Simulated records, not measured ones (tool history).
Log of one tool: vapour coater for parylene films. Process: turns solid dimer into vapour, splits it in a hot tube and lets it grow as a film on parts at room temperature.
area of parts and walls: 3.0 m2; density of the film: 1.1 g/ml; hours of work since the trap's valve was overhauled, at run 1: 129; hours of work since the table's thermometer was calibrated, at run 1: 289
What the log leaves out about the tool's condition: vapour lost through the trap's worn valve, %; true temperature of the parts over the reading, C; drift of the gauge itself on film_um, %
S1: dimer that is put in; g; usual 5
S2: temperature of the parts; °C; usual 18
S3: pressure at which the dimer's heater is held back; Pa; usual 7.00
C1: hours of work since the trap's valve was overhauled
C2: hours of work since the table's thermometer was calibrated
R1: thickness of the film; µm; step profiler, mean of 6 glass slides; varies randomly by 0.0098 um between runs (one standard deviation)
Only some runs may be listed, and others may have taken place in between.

{"run": 1, "day": 0.0, "S1": 5, "S2": 18, "S3": 7.0, "C1": 129, "C2": 289, "R1": 0.859}
{"run": 2, "day": 1.054, "S1": 5, "S2": 18, "S3": 7.0, "C1": 142, "C2": 303, "R1": 0.866}
{"run": 3, "day": 2.108, "S1": 5, "S2": 18, "S3": 7.0, "C1": 156, "C2": 317, "R1": 0.867}
{"run": 4, "day": 3.088, "S1": 5, "S2": 18, "S3": 7.0, "C1": 169, "C2": 329, "R1": 0.849}
{"run": 5, "day": 4.2, "S1": 5, "S2": 18, "S3": 7.0, "C1": 183, "C2": 344, "R1": 0.861}
{"run": 6, "day": 5.204, "S1": 5, "S2": 18, "S3": 2.26, "C1": 196, "C2": 357, "R1": 1.004}
{"run": 7, "day": 5.817, "S1": 5, "S2": 18, "S3": 2.26, "C1": 204, "C2": 364, "R1": 0.994}
{"run": 8, "day": 6.742, "S1": 5, "S2": 18, "S3": 2.26, "C1": 216, "C2": 376, "R1": 0.988}
{"run": 9, "day": 7.529, "S1": 5, "S2": 18, "S3": 2.26, "C1": 226, "C2": 387, "R1": 0.97}
{"run": 10, "day": 8.817, "S1": 9, "S2": 29, "S3": 7.0, "C1": 243, "C2": 403, "R1": 1.063}
{"run": 11, "day": 9.833, "S1": 9, "S2": 29, "S3": 7.0, "C1": 256, "C2": 416, "R1": 1.048}
{"run": 12, "day": 10.488, "S1": 9, "S2": 29, "S3": 7.0, "C1": 264, "C2": 425, "R1": 1.069}
{"run": 13, "day": 11.029, "S1": 5, "S2": 14, "S3": 5.12, "C1": 271, "C2": 432, "R1": 0.937}
{"day": 11.492, "done": "trap's valve overhauled"}
{"run": 14, "day": 12.408, "S1": 5, "S2": 14, "S3": 3.19, "C1": 12, "C2": 447, "R1": 1.151}
{"run": 15, "day": 13.504, "S1": 9, "S2": 11, "S3": 2.3, "C1": 26, "C2": 462, "R1": 2.409}
{"run": 16, "day": 14.567, "S1": 4, "S2": 27, "S3": 3.58, "C1": 40, "C2": 475, "R1": 0.632}
{"run": 17, "day": 15.846, "S1": 2, "S2": 18, "S3": 2.91, "C1": 56, "C2": 492, "R1": 0.411}
{"run": 18, "day": 16.579, "S1": 4, "S2": 12, "S3": 5.39, "C1": 66, "C2": 501, "R1": 0.901}

4 options for the next run, each taken on its own from the tool as it stands now. Forecast them:
{"run": "A", "day": 17.567, "S1": 4, "S2": 23, "S3": 5.33, "C1": 78, "C2": 514, "R1": "?"}
{"run": "B", "day": 17.567, "S1": 2, "S2": 12, "S3": 5.39, "C1": 78, "C2": 514, "R1": "?"}
{"run": "C", "day": 17.567, "S1": 2, "S2": 29, "S3": 7.05, "C1": 78, "C2": 514, "R1": "?"}
{"run": "D", "day": 17.567, "S1": 5, "S2": 18, "S3": 8.07, "C1": 78, "C2": 514, "R1": "?"}

run=A R1=0.643
run=B R1=0.462
run=C R1=0.250
run=D R1=0.865
What these runs would have given with no unlogged condition in the tool:
run=A R1=0.680
run=B R1=0.487
run=C R1=0.265
run=D R1=0.915
